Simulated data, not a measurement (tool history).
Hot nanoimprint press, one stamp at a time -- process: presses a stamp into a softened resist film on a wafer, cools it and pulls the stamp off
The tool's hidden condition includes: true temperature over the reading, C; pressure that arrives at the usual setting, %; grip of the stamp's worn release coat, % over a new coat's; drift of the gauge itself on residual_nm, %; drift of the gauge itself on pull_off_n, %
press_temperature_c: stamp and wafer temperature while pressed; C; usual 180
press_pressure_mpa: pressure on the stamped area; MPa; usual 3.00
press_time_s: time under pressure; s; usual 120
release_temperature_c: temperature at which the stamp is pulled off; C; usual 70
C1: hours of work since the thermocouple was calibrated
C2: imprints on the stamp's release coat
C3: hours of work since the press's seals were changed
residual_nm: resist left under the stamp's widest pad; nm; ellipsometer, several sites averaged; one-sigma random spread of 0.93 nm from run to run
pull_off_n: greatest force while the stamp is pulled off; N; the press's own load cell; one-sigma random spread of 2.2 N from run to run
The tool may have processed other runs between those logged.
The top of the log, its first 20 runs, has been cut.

{"run": 21, "hour": 259.3, "press_temperature_c": 180, "press_pressure_mpa": 1.87, "press_time_s": 179, "release_temperature_c": 72, "C1": 52, "C2": 1274, "C3": 307, "residual_nm": 189.5, "pull_off_n": 131}
{"run": 22, "hour": 269.6, "press_temperature_c": 190, "press_pressure_mpa": 3.0, "press_time_s": 111, "release_temperature_c": 70, "C1": 58, "C2": 1327, "C3": 314, "residual_nm": 123.1, "pull_off_n": 141}
{"run": 23, "hour": 281.2, "press_temperature_c": 190, "press_pressure_mpa": 3.0, "press_time_s": 111, "release_temperature_c": 70, "C1": 66, "C2": 1387, "C3": 321, "residual_nm": 121.8, "pull_off_n": 145}
{"run": 24, "hour": 290.3, "press_temperature_c": 190, "press_pressure_mpa": 3.0, "press_time_s": 111, "release_temperature_c": 70, "C1": 72, "C2": 1433, "C3": 327, "residual_nm": 122.7, "pull_off_n": 141}
{"run": 25, "hour": 300.1, "press_temperature_c": 190, "press_pressure_mpa": 3.0, "press_time_s": 111, "release_temperature_c": 70, "C1": 78, "C2": 1484, "C3": 334, "residual_nm": 122.4, "pull_off_n": 148}
{"run": 26, "hour": 307.9, "press_temperature_c": 190, "press_pressure_mpa": 3.0, "press_time_s": 111, "release_temperature_c": 70, "C1": 84, "C2": 1524, "C3": 339, "residual_nm": 121.5, "pull_off_n": 145}
{"run": 27, "hour": 320.6, "press_temperature_c": 190, "press_pressure_mpa": 3.0, "press_time_s": 111, "release_temperature_c": 70, "C1": 92, "C2": 1589, "C3": 347, "residual_nm": 121.5, "pull_off_n": 147}
{"run": 28, "hour": 332.3, "press_temperature_c": 180, "press_pressure_mpa": 1.91, "press_time_s": 180, "release_temperature_c": 64, "C1": 100, "C2": 1649, "C3": 355, "residual_nm": 188.0, "pull_off_n": 179}
{"run": 29, "hour": 343.1, "press_temperature_c": 180, "press_pressure_mpa": 2.43, "press_time_s": 180, "release_temperature_c": 65, "C1": 107, "C2": 1705, "C3": 362, "residual_nm": 172.4, "pull_off_n": 175}
{"run": 30, "hour": 354.8, "press_temperature_c": 191, "press_pressure_mpa": 2.45, "press_time_s": 120, "release_temperature_c": 70, "C1": 114, "C2": 1765, "C3": 370, "residual_nm": 124.5, "pull_off_n": 159}
{"run": 31, "hour": 362.8, "press_temperature_c": 169, "press_pressure_mpa": 1.94, "press_time_s": 129, "release_temperature_c": 62, "C1": 120, "C2": 1806, "C3": 375, "residual_nm": 291.7, "pull_off_n": 192}

Alternative continuations, all from the tool just after run 31; predict every row:
{"run": "A", "hour": 371.3, "press_temperature_c": 178, "press_pressure_mpa": 1.94, "press_time_s": 203, "release_temperature_c": 57, "C1": 125, "C2": 1850, "C3": 381, "residual_nm": "?", "pull_off_n": "?"}
{"run": "B", "hour": 371.3, "press_temperature_c": 169, "press_pressure_mpa": 3.84, "press_time_s": 86, "release_temperature_c": 62, "C1": 125, "C2": 1850, "C3": 381, "residual_nm": "?", "pull_off_n": "?"}
{"run": "C", "hour": 371.3, "press_temperature_c": 169, "press_pressure_mpa": 4.16, "press_time_s": 129, "release_temperature_c": 62, "C1": 125, "C2": 1850, "C3": 381, "residual_nm": "?", "pull_off_n": "?"}

run=A residual_nm=195.7 pull_off_n=214
run=B residual_nm=277.2 pull_off_n=194
run=C residual_nm=248.5 pull_off_n=191
Without the tool's unlogged condition, the same runs would have read:
run=A residual_nm=192.2 pull_off_n=128
run=B residual_nm=273.4 pull_off_n=117
run=C residual_nm=243.9 pull_off_n=114

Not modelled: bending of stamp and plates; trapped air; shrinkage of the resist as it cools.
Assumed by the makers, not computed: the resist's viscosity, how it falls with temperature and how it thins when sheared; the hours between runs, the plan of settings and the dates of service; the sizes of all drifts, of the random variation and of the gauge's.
